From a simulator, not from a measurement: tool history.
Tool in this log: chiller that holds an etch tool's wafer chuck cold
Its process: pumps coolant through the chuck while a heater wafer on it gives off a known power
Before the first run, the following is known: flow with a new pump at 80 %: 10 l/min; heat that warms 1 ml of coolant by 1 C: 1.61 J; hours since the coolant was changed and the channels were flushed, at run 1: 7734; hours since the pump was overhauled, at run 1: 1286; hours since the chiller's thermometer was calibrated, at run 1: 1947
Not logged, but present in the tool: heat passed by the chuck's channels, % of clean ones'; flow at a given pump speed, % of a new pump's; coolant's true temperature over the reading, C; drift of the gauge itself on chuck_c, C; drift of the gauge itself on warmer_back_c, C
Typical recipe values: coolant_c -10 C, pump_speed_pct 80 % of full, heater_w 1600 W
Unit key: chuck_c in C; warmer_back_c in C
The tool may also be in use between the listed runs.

| run | hour | coolant_c | pump_speed_pct | heater_w | hours since the coolant was changed and the channels were flushed | hours since the pump was overhauled | hours since the chiller's thermometer was calibrated | chuck_c | warmer_back_c |
|---|---|---|---|---|---|---|---|---|---|
| 1 | 0.0 | -10 | 80 | 1600 | 7734 | 1286 | 1947 | 4.1 | 5.98 |
|  | 50.7 | coolant changed, channels flushed |
| 2 | 134.7 | -10 | 80 | 1600 | 84 | 1415 | 2076 | 4.1 | 5.91 |
| 3 | 241.1 | -10 | 80 | 1600 | 190 | 1521 | 2182 | 4.0 | 5.88 |
| 4 | 352.9 | -10 | 80 | 1600 | 302 | 1633 | 2294 | 4.0 | 5.98 |
| 5 | 410.1 | -10 | 90 | 1600 | 359 | 1690 | 2351 | 2.8 | 5.27 |
| 6 | 471.4 | -10 | 75 | 1600 | 421 | 1751 | 2412 | 4.5 | 6.37 |
| 7 | 580.7 | -10 | 75 | 1600 | 530 | 1861 | 2522 | 4.5 | 6.30 |
| 8 | 679.9 | -10 | 95 | 1600 | 629 | 1960 | 2621 | 2.3 | 4.96 |
| 9 | 752.0 | -10 | 80 | 1600 | 701 | 2032 | 2693 | 3.8 | 5.96 |
| 10 | 866.6 | -1 | 80 | 1600 | 816 | 2147 | 2808 | 12.8 | 5.90 |
| 11 | 960.1 | -10 | 68 | 1600 | 909 | 2240 | 2901 | 6.0 | 7.09 |
| 12 | 1045.8 | -10 | 68 | 1600 | 995 | 2326 | 2987 | 5.8 | 7.07 |
| 13 | 1122.8 | -10 | 80 | 1600 | 1072 | 2403 | 3064 | 3.8 | 5.93 |
| 14 | 1189.4 | -10 | 80 | 1600 | 1139 | 2469 | 3130 | 4.0 | 5.95 |
| 15 | 1243.7 | -10 | 80 | 1600 | 1193 | 2524 | 3185 | 3.8 | 5.95 |
| 16 | 1318.7 | -1 | 80 | 1600 | 1268 | 2599 | 3260 | 12.9 | 5.97 |
|  | 1379.0 | chiller's thermometer calibrated |
| 17 | 1379.0 | -16 | 90 | 1600 | 1327 | 2658 | 0 | -3.1 | 5.24 |
| 18 | 1472.6 | -7 | 80 | 1600 | 1421 | 2752 | 94 | 6.9 | 5.95 |
| 19 | 1547.8 | -10 | 80 | 859 | 1496 | 2827 | 169 | -2.5 | 3.16 |
| 20 | 1650.2 | -13 | 77 | 1708 | 1598 | 2929 | 271 | 2.3 | 6.61 |
| 21 | 1746.5 | -13 | 74 | 1708 | 1695 | 3026 | 367 | 2.8 | 6.88 |
| 22 | 1869.1 | -15 | 73 | 1708 | 1817 | 3148 | 490 | 1.1 | 6.97 |
| 23 | 1927.3 | -10 | 96 | 1600 | 1876 | 3206 | 548 | 2.2 | 4.96 |
| 24 | 1998.4 | -10 | 76 | 1032 | 1947 | 3277 | 619 | -0.6 | 4.05 |
| 25 | 2111.9 | -10 | 92 | 1292 | 2060 | 3391 | 733 | -0.1 | 4.10 |
| 26 | 2207.4 | -10 | 92 | 1292 | 2156 | 3486 | 828 | 0.3 | 4.16 |
| 27 | 2276.1 | -10 | 92 | 1292 | 2224 | 3555 | 897 | 0.1 | 4.14 |
| 28 | 2363.6 | -7 | 80 | 1132 | 2312 | 3643 | 985 | 2.9 | 4.19 |
| 29 | 2419.0 | -19 | 97 | 1284 | 2367 | 3698 | 1040 | -9.4 | 3.89 |
| 30 | 2506.4 | -19 | 97 | 1284 | 2455 | 3785 | 1127 | -9.4 | 3.86 |
| 31 | 2622.8 | -13 | 69 | 1284 | 2571 | 3902 | 1244 | -0.4 | 5.59 |

Here are 4 independent what-if runs from the current tool condition. What would each one return?
| A | 2683.4 | -10 | 80 | 1143 | 2632 | 3963 | 1304 | ? | ? |
| B | 2683.4 | -18 | 69 | 1284 | 2632 | 3963 | 1304 | ? | ? |
| C | 2683.4 | -10 | 61 | 1600 | 2632 | 3963 | 1304 | ? | ? |
| D | 2683.4 | -13 | 70 | 1284 | 2632 | 3963 | 1304 | ? | ? |

| run | chuck_c | warmer_back_c |
|---|---|---|
| A | -0.1 | 4.20 |
| B | -5.6 | 5.61 |
| C | 7.1 | 8.00 |
| D | -0.6 | 5.50 |
Stripped of hidden state, with their random variation kept, the same runs would have yielded:
| run | chuck_c | warmer_back_c |
|---|---|---|
| A | -0.1 | 4.20 |
| B | -5.6 | 5.61 |
| C | 7.1 | 7.99 |
| D | -0.6 | 5.50 |
